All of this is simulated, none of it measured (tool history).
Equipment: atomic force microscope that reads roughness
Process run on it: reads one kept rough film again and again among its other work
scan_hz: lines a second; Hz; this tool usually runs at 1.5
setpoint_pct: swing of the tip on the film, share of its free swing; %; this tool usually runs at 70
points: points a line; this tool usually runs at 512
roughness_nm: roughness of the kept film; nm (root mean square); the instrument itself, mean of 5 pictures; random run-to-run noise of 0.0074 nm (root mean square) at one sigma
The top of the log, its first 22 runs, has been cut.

run    hour  scan_hz  setpoint_pct  points  roughness_nm
 23   707.7     0.86            59     484         1.412
      726.1  -- new tip fitted
 24     751     2.19            70     331         1.376
 25   782.7     2.25            77     512         1.214
      803.7  -- new tip fitted
 26     827     2.25            77     512         1.318
 27   862.8     2.25            74     512         1.245
      881.6  -- new tip fitted
 28     888     0.74            72     409         1.576
 29   924.1     3.94            72     409         1.179
 30   949.7      1.5            70     257         1.303
      959.6  -- new tip fitted
 31   993.9      1.5            70     257         1.394
 32  1012.5      1.5            70     824         1.358
     1039.3  -- new tip fitted
 33  1041.4     1.04            55     512          1.64
 34  1076.1      1.5            65     512         1.433
 35  1101.8      1.5            65     512         1.354

Branching from run 35: 3 alternative next runs. What would each branch give?
     1120  -- new tip fitted
  A  1122     1.67            60     352             ?
     1120  -- new tip fitted
  B  1122      1.5            70     269             ?
     1120  -- new tip fitted
  C  1122     2.26            67     668             ?

run  roughness_nm
  A         1.582
  B         1.528
  C         1.489
With the hidden condition removed and each run's random variation left untouched, the same runs would have given:
run  roughness_nm
  A         1.592
  B         1.537
  C         1.498
